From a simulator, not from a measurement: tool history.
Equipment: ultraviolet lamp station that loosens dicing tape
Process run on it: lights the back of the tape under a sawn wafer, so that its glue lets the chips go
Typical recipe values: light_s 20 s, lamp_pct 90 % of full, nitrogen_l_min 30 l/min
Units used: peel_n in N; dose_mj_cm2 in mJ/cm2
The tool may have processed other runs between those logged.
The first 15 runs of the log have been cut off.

run	hour	light_s	lamp_pct	nitrogen_l_min	peel_n	dose_mj_cm2
16	173.4	14	90	37	0.711	321
17	185.9	14	90	37	0.700	317
18	199.6	14	90	37	0.780	314
19	214.6	14	90	37	0.759	312
20	231.1	20	90	30	0.434	444
21	246.9	20	90	30	0.437	440
22	258.0	20	90	30	0.439	442
23	265.5	20	90	30	0.420	436
24	279.3	20	90	30	0.432	433

For run 25, what comes out?
25	294.7	37	68	30	?	?

Logged for run 25: peel_n 0.212 N, dose_mj_cm2 605 mJ/cm2.
Without the tool's hidden state the same run would have given peel_n 0.155 N, dose_mj_cm2 705 mJ/cm2.
